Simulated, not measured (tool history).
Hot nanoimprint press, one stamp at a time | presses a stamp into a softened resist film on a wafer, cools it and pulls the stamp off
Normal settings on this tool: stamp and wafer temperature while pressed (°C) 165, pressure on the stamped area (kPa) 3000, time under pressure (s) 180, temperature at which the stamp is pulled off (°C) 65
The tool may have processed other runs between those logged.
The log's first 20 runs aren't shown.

run,day,stamp and wafer temperature while pressed (°C),pressure on the stamped area (kPa),time under pressure (s),temperature at which the stamp is pulled off (°C),hours of work since the thermocouple was calibrated,imprints on the stamp's release coat,hours of work since the press's seals were changed,resist left under the stamp's widest pad (angstrom),greatest force while the stamp is pulled off (N)
21,13.004,153,2180,242,52,468,388,142,2319,210
22,13.492,153,2180,242,52,473,412,147,2313,210
23,14.433,170,3710,359,59,483,458,157,795,206
24,15.217,170,3710,359,59,491,496,165,791,205
25,15.921,170,3710,359,59,499,531,173,791,206
26,16.558,166,3000,180,55,506,562,179,1363,210
27,17.029,166,3000,180,55,511,585,184,1365,212
28,17.467,166,3000,180,55,515,607,189,1360,210
29,17.883,171,2250,180,61,520,627,193,1286,206
30,18.896,168,4120,297,69,530,677,204,873,199
# day 19.208: plate thermocouple calibrated
31,19.988,168,4120,297,69,8,724,214,901,199

3 options for the next run, each taken on its own from the tool as it stands now. Forecast them:
A,20.825,168,1920,297,69,17,765,223,?,?
B,20.825,165,3000,129,50,17,765,223,?,?
C,20.825,163,4580,204,65,17,765,223,?,?

run,resist left under the stamp's widest pad (angstrom),greatest force while the stamp is pulled off (N)
A,1370,202
B,1624,226
C,1228,207
What these runs would have given with no unlogged condition in the tool:
run,resist left under the stamp's widest pad (angstrom),greatest force while the stamp is pulled off (N)
A,1380,182
B,1630,204
C,1229,186

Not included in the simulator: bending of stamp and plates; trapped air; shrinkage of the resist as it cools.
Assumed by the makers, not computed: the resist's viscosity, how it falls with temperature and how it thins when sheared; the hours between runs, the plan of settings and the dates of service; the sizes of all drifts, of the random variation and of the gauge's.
